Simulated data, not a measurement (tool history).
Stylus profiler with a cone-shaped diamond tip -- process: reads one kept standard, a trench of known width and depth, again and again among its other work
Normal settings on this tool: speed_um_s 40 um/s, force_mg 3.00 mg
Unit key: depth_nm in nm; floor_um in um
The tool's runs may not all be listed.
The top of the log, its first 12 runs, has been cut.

Run 13, hour 878.7: usual settings but force_mg 1.96 mg. Result: depth_nm 1009.95 nm, floor_um 45.80 um.
Run 14, hour 920.5: usual settings but speed_um_s 85 um/s. Result: depth_nm 1012.90 nm, floor_um 45.68 um.
Run 15, hour 1000.3: usual settings but speed_um_s 85 um/s. Result: depth_nm 1013.14 nm, floor_um 45.70 um.
Run 16, hour 1095.0: usual settings but speed_um_s 85 um/s, force_mg 2.17 mg. Result: depth_nm 1010.64 nm, floor_um 45.57 um.
Run 17, hour 1161.5: usual settings but speed_um_s 85 um/s, force_mg 2.17 mg. Result: depth_nm 1010.64 nm, floor_um 45.64 um.
Run 18, hour 1241.0: usual settings but speed_um_s 21 um/s, force_mg 4.28 mg. Result: depth_nm 1016.84 nm, floor_um 45.95 um.
Run 19, hour 1311.4: usual settings but speed_um_s 51 um/s, force_mg 2.71 mg. Result: depth_nm 1012.02 nm, floor_um 45.73 um.
Run 20, hour 1404.3: usual settings but speed_um_s 51 um/s, force_mg 2.71 mg. Result: depth_nm 1011.96 nm, floor_um 45.83 um.
Run 21, hour 1461.5: usual settings but speed_um_s 27 um/s, force_mg 2.01 mg. Result: depth_nm 1010.10 nm, floor_um 45.84 um.
Run 22, hour 1522.7: usual settings but speed_um_s 58 um/s, force_mg 2.29 mg. Result: depth_nm 1010.89 nm, floor_um 45.72 um.
Run 23, hour 1572.9: usual settings but speed_um_s 14 um/s, force_mg 1.58 mg. Result: depth_nm 1008.46 nm, floor_um 45.87 um.
Run 24, hour 1651.8: usual settings but speed_um_s 31 um/s, force_mg 3.48 mg. Result: depth_nm 1014.46 nm, floor_um 45.89 um.
Run 25, hour 1708.6: usual settings but speed_um_s 13 um/s, force_mg 7.72 mg. Result: depth_nm 1024.76 nm, floor_um 45.98 um.
Run 26, hour 1760.1: usual settings but speed_um_s 22 um/s, force_mg 4.52 mg. Result: depth_nm 1017.32 nm, floor_um 45.93 um.
Run 27, hour 1845.5: usual settings but speed_um_s 22 um/s, force_mg 4.52 mg. Result: depth_nm 1017.28 nm, floor_um 45.93 um.
Run 28, hour 1907.7: usual settings but speed_um_s 56 um/s, force_mg 1.09 mg. Result: depth_nm 1006.64 nm, floor_um 45.62 um.
Run 29, hour 1951.4: usual settings but speed_um_s 91 um/s, force_mg 2.27 mg. Result: depth_nm 1010.97 nm, floor_um 45.63 um.
Run 30, hour 2025.6: usual settings but speed_um_s 91 um/s, force_mg 2.27 mg. Result: depth_nm 1010.91 nm, floor_um 45.61 um.
Run 31, hour 2083.8: usual settings but speed_um_s 148 um/s, force_mg 1.43 mg. Result: depth_nm 1007.94 nm, floor_um 45.22 um.
Run 32, hour 2132.1: usual settings but speed_um_s 148 um/s, force_mg 3.71 mg. Result: depth_nm 1015.15 nm, floor_um 45.52 um.
Run 33, hour 2193.5: usual settings but speed_um_s 148 um/s, force_mg 3.71 mg. Result: depth_nm 1015.23 nm, floor_um 45.46 um.
Run 34, hour 2248.3: usual settings but speed_um_s 13 um/s, force_mg 3.67 mg. Result: depth_nm 1014.78 nm, floor_um 45.93 um.

Each row is a separate what-if for the run after 34, all from the same tool condition, not one after another. Results?
Run A, hour 2340.8: usual settings but force_mg 2.04 mg. Result: depth_nm ?, floor_um ?.
Run B, hour 2340.8: usual settings but speed_um_s 30 um/s, force_mg 1.87 mg. Result: depth_nm ?, floor_um ?.
Run C, hour 2340.8: usual settings but speed_um_s 107 um/s, force_mg 6.90 mg. Result: depth_nm ?, floor_um ?.
Run D, hour 2340.8: usual settings but force_mg 5.17 mg. Result: depth_nm ?, floor_um ?.

run  depth_nm  floor_um
  A   1010.18     45.77
  B   1009.36     45.81
  C   1023.20     45.77
  D   1019.01     45.85
With the hidden condition removed and each run's random variation left untouched, the same runs would have given:
run  depth_nm  floor_um
  A   1010.19     45.78
  B   1009.37     45.83
  C   1023.21     45.79
  D   1019.02     45.87
